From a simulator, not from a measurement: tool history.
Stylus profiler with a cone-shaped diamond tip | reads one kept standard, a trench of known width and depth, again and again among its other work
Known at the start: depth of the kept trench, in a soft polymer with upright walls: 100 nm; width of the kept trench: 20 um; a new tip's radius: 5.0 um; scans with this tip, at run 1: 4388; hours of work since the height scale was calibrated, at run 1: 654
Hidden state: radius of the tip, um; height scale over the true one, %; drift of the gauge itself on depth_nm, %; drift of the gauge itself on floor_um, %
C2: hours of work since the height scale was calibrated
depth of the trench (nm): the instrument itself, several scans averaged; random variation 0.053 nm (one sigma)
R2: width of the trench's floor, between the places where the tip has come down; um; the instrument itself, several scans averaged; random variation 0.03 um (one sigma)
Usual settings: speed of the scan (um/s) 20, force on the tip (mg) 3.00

Run 1, hour 0.0: usual settings; scans with this tip 4388; C2 654. Result: depth of the trench (nm) 102.27, R2 17.56 um.
Run 2, hour 25.8: usual settings; scans with this tip 4482; C2 668. Result: depth of the trench (nm) 102.33, R2 17.53 um.
Run 3, hour 50.9: usual settings but speed of the scan (um/s) 21; scans with this tip 4574; C2 682. Result: depth of the trench (nm) 102.30, R2 17.56 um.
Run 4, hour 75.8: usual settings but speed of the scan (um/s) 21; scans with this tip 4665; C2 696. Result: depth of the trench (nm) 102.30, R2 17.55 um.
Run 5, hour 105.9: usual settings but speed of the scan (um/s) 80; scans with this tip 4775; C2 712. Result: depth of the trench (nm) 102.36, R2 17.25 um.
Run 6, hour 136.1: usual settings; scans with this tip 4885; C2 728. Result: depth of the trench (nm) 102.25, R2 17.54 um.
Run 7, hour 155.4: usual settings; scans with this tip 4955; C2 739. Result: depth of the trench (nm) 102.38, R2 17.45 um.
Run 8, hour 190.3: usual settings; scans with this tip 5083; C2 758. Result: depth of the trench (nm) 102.32, R2 17.49 um.
Run 9, hour 208.7: usual settings but force on the tip (mg) 4.82; scans with this tip 5150; C2 768. Result: depth of the trench (nm) 103.00, R2 17.54 um.
Run 10, hour 224.3: usual settings but force on the tip (mg) 4.82; scans with this tip 5207; C2 776. Result: depth of the trench (nm) 103.03, R2 17.50 um.
Run 11, hour 250.3: usual settings but force on the tip (mg) 4.82; scans with this tip 5302; C2 791. Result: depth of the trench (nm) 103.06, R2 17.51 um.
Run 12, hour 282.8: usual settings; scans with this tip 5421; C2 808. Result: depth of the trench (nm) 102.24, R2 17.50 um.
Run 13, hour 315.0: usual settings; scans with this tip 5538; C2 826. Result: depth of the trench (nm) 102.32, R2 17.46 um.
Run 14, hour 344.1: usual settings; scans with this tip 5644; C2 842. Result: depth of the trench (nm) 102.36, R2 17.54 um.
Run 15, hour 369.7: usual settings but speed of the scan (um/s) 11; scans with this tip 5738; C2 856. Result: depth of the trench (nm) 102.49, R2 17.52 um.
Run 16, hour 407.4: usual settings but speed of the scan (um/s) 21, force on the tip (mg) 2.38; scans with this tip 5876; C2 876. Result: depth of the trench (nm) 102.11, R2 17.42 um.
Run 17, hour 426.9: usual settings but speed of the scan (um/s) 21, force on the tip (mg) 2.38; scans with this tip 5947; C2 887. Result: depth of the trench (nm) 102.01, R2 17.43 um.
Run 18, hour 449.8: usual settings but speed of the scan (um/s) 19; scans with this tip 6030; C2 899. Result: depth of the trench (nm) 102.36, R2 17.43 um.
Run 19, hour 469.9: usual settings but speed of the scan (um/s) 19; scans with this tip 6104; C2 910. Result: depth of the trench (nm) 102.47, R2 17.43 um.
Run 20, hour 502.0: usual settings but speed of the scan (um/s) 19; scans with this tip 6221; C2 928. Result: depth of the trench (nm) 102.40, R2 17.45 um.
Run 21, hour 539.2: usual settings but speed of the scan (um/s) 19; scans with this tip 6357; C2 948. Result: depth of the trench (nm) 102.42, R2 17.43 um.
Run 22, hour 568.7: usual settings but speed of the scan (um/s) 7, force on the tip (mg) 1.77; scans with this tip 6464; C2 964. Result: depth of the trench (nm) 101.83, R2 17.47 um.
Run 23, hour 597.3: usual settings but speed of the scan (um/s) 79, force on the tip (mg) 2.39; scans with this tip 6569; C2 980. Result: depth of the trench (nm) 102.11, R2 17.10 um.
Run 24, hour 630.3: usual settings but speed of the scan (um/s) 79, force on the tip (mg) 2.39; scans with this tip 6689; C2 998. Result: depth of the trench (nm) 102.11, R2 17.10 um.
Run 25, hour 664.2: usual settings but speed of the scan (um/s) 23, force on the tip (mg) 1.54; scans with this tip 6813; C2 1016. Result: depth of the trench (nm) 101.63, R2 17.36 um.
Run 26, hour 693.5: usual settings but speed of the scan (um/s) 55, force on the tip (mg) 7.06; scans with this tip 6920; C2 1032. Result: depth of the trench (nm) 103.94, R2 17.32 um.
Run 27, hour 720.0: usual settings but speed of the scan (um/s) 12, force on the tip (mg) 1.05; scans with this tip 7017; C2 1046. Result: depth of the trench (nm) 101.49, R2 17.38 um.
Run 28, hour 756.8: usual settings but speed of the scan (um/s) 12, force on the tip (mg) 1.05; scans with this tip 7151; C2 1066. Result: depth of the trench (nm) 101.58, R2 17.37 um.
Run 29, hour 787.3: usual settings but speed of the scan (um/s) 29, force on the tip (mg) 2.46; scans with this tip 7263; C2 1083. Result: depth of the trench (nm) 102.29, R2 17.27 um.

4 ways to go on from here, each from the tool as it stands after run 29. What would each give?
Run A, hour 812.4: usual settings but speed of the scan (um/s) 29, force on the tip (mg) 1.42; scans with this tip 7354; C2 1097. Result: depth of the trench (nm) ?, R2 ?.
Run B, hour 812.4: usual settings but speed of the scan (um/s) 41, force on the tip (mg) 2.46; scans with this tip 7354; C2 1097. Result: depth of the trench (nm) ?, R2 ?.
Run C, hour 812.4: usual settings but speed of the scan (um/s) 71; scans with this tip 7354; C2 1097. Result: depth of the trench (nm) ?, R2 ?.
Run D, hour 812.4: usual settings but speed of the scan (um/s) 23, force on the tip (mg) 3.50; scans with this tip 7354; C2 1097. Result: depth of the trench (nm) ?, R2 ?.

run  depth of the trench (nm)     R2
  A                    101.68  17.29
  B                    102.19  17.19
  C                    102.55  17.10
  D                    102.79  17.35
Without the tool's hidden state the same runs would have given:
run  depth of the trench (nm)     R2
  A                    101.12  17.86
  B                    101.63  17.77
  C                    101.99  17.68
  D                    102.23  17.93
